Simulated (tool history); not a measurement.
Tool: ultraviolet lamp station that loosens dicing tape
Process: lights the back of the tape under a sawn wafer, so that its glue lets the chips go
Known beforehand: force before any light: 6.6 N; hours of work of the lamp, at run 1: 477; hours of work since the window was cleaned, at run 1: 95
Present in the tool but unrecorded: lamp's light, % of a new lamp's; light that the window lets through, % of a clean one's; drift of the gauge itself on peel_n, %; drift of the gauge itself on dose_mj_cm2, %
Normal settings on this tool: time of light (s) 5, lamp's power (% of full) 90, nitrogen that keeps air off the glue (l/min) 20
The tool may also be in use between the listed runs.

run	hour	time of light (s)	lamp's power (% of full)	nitrogen that keeps air off the glue (l/min)	hours of work of the lamp	hours of work since the window was cleaned	force that peels the tape off (N)	light that reached the tape (mJ/cm²)
1	0.0	5	90	20	477	95	0.842	340
2	25.0	5	90	20	497	115	0.909	342
3	46.8	5	90	20	514	132	0.887	338
4	80.9	5	90	12	540	158	1.326	330
5	119.4	5	90	12	571	189	1.400	322
6	156.2	7	90	12	599	217	0.809	449
# hour 158.9: window cleaned of glue's vapour
7	179.7	7	90	12	618	16	0.855	432
8	215.2	5	90	12	645	44	1.589	305
9	232.2	5	90	12	659	58	1.593	299
10	250.6	5	90	12	673	72	1.599	296
11	266.8	5	76	7	686	85	2.591	248
12	289.3	5	64	28	704	102	1.692	205
13	320.5	3	63	29	728	127	2.933	120
14	342.3	7	99	21	745	144	0.531	430
# hour 353.1: window cleaned of glue's vapour, once more
15	372.5	5	78	36	768	15	0.938	262

Hidden condition of the tool, last listed run before each entry between runs versus first listed run after:
From run 6 to run 7: window cleaned of glue's vapour (hour 158.9)
  lamp's light, % of a new lamp's: 76 -> 75.3; light that the window lets through, % of a clean one's: 95.9 -> 92.9
  what was measured, less what the result would be without the hidden state, force that peels the tape off (N): +0.402 -> +0.460; light that reached the tape (mJ/cm²): -167 -> -185
From run 14 to run 15: window cleaned of glue's vapour, once more (hour 353.1)
  lamp's light, % of a new lamp's: 70.7 -> 69.9; light that the window lets through, % of a clean one's: 90.5 -> 99.6
  what was measured, less what the result would be without the hidden state, force that peels the tape off (N): +0.339 -> +0.498; light that reached the tape (mJ/cm²): -244 -> -114
